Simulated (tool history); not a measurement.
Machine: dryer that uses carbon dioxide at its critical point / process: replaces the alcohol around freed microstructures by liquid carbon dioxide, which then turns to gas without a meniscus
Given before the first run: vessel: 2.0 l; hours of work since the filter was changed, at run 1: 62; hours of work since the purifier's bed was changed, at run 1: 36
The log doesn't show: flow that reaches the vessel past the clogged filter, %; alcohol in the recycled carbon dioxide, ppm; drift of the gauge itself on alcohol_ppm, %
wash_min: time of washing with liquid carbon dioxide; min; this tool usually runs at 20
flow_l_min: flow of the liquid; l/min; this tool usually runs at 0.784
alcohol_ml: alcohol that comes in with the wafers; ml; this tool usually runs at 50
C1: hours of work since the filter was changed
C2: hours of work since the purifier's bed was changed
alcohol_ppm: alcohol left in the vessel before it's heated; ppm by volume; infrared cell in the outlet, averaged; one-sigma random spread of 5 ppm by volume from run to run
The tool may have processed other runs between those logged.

{"run": 1, "hour": 0.0, "wash_min": 20, "flow_l_min": 0.784, "alcohol_ml": 50, "C1": 62, "C2": 36, "alcohol_ppm": 19}
{"run": 2, "hour": 22.2, "wash_min": 20, "flow_l_min": 0.784, "alcohol_ml": 50, "C1": 80, "C2": 53, "alcohol_ppm": 34}
{"run": 3, "hour": 55.4, "wash_min": 12, "flow_l_min": 0.784, "alcohol_ml": 50, "C1": 106, "C2": 79, "alcohol_ppm": 408}
{"run": 4, "hour": 83.5, "wash_min": 12, "flow_l_min": 0.784, "alcohol_ml": 50, "C1": 128, "C2": 101, "alcohol_ppm": 414}
{"run": 5, "hour": 103.5, "wash_min": 12, "flow_l_min": 0.784, "alcohol_ml": 50, "C1": 143, "C2": 116, "alcohol_ppm": 437}
{"run": 6, "hour": 124.8, "wash_min": 12, "flow_l_min": 0.784, "alcohol_ml": 50, "C1": 160, "C2": 133, "alcohol_ppm": 455}
{"run": 7, "hour": 159.1, "wash_min": 20, "flow_l_min": 0.498, "alcohol_ml": 50, "C1": 187, "C2": 160, "alcohol_ppm": 321}
{"run": 8, "hour": 190.0, "wash_min": 20, "flow_l_min": 0.498, "alcohol_ml": 50, "C1": 211, "C2": 184, "alcohol_ppm": 351}
{"hour": 217.8, "done": "inlet filter changed"}
{"run": 9, "hour": 228.6, "wash_min": 20, "flow_l_min": 0.784, "alcohol_ml": 35, "C1": 8, "C2": 214, "alcohol_ppm": 36}
{"run": 10, "hour": 259.7, "wash_min": 20, "flow_l_min": 0.784, "alcohol_ml": 50, "C1": 33, "C2": 238, "alcohol_ppm": 60}
{"run": 11, "hour": 280.2, "wash_min": 20, "flow_l_min": 0.784, "alcohol_ml": 50, "C1": 49, "C2": 254, "alcohol_ppm": 62}
{"run": 12, "hour": 295.9, "wash_min": 27, "flow_l_min": 0.617, "alcohol_ml": 90, "C1": 61, "C2": 266, "alcohol_ppm": 59}
{"run": 13, "hour": 319.4, "wash_min": 26, "flow_l_min": 0.684, "alcohol_ml": 43, "C1": 79, "C2": 285, "alcohol_ppm": 42}
{"run": 14, "hour": 336.8, "wash_min": 15, "flow_l_min": 0.53, "alcohol_ml": 48, "C1": 93, "C2": 298, "alcohol_ppm": 697}
{"run": 15, "hour": 372.0, "wash_min": 15, "flow_l_min": 0.53, "alcohol_ml": 101, "C1": 121, "C2": 326, "alcohol_ppm": 1505}
{"run": 16, "hour": 408.5, "wash_min": 20, "flow_l_min": 0.479, "alcohol_ml": 72, "C1": 149, "C2": 354, "alcohol_ppm": 561}
{"run": 17, "hour": 442.5, "wash_min": 20, "flow_l_min": 0.639, "alcohol_ml": 50, "C1": 176, "C2": 381, "alcohol_ppm": 150}
{"run": 18, "hour": 472.6, "wash_min": 20, "flow_l_min": 0.639, "alcohol_ml": 50, "C1": 199, "C2": 404, "alcohol_ppm": 154}
{"run": 19, "hour": 497.0, "wash_min": 20, "flow_l_min": 0.639, "alcohol_ml": 50, "C1": 218, "C2": 424, "alcohol_ppm": 156}
{"hour": 514.5, "done": "inlet filter changed"}
{"run": 20, "hour": 522.8, "wash_min": 20, "flow_l_min": 1.071, "alcohol_ml": 50, "C1": 6, "C2": 443, "alcohol_ppm": 57}
{"run": 21, "hour": 558.4, "wash_min": 20, "flow_l_min": 1.071, "alcohol_ml": 50, "C1": 34, "C2": 471, "alcohol_ppm": 50}

Here are 3 independent what-if runs from the current tool condition. What would each one return?
{"run": "A", "hour": 592.1, "wash_min": 18, "flow_l_min": 0.93, "alcohol_ml": 99, "C1": 61, "C2": 497, "alcohol_ppm": "?"}
{"run": "B", "hour": 592.1, "wash_min": 18, "flow_l_min": 0.545, "alcohol_ml": 50, "C1": 61, "C2": 497, "alcohol_ppm": "?"}
{"run": "C", "hour": 592.1, "wash_min": 16, "flow_l_min": 0.629, "alcohol_ml": 50, "C1": 61, "C2": 497, "alcohol_ppm": "?"}

run=A alcohol_ppm=93
run=B alcohol_ppm=339
run=C alcohol_ppm=312
The same runs, with their run-to-run variation unchanged, on a tool lacking any hidden condition would have given:
run=A alcohol_ppm=34
run=B alcohol_ppm=248
run=C alcohol_ppm=224

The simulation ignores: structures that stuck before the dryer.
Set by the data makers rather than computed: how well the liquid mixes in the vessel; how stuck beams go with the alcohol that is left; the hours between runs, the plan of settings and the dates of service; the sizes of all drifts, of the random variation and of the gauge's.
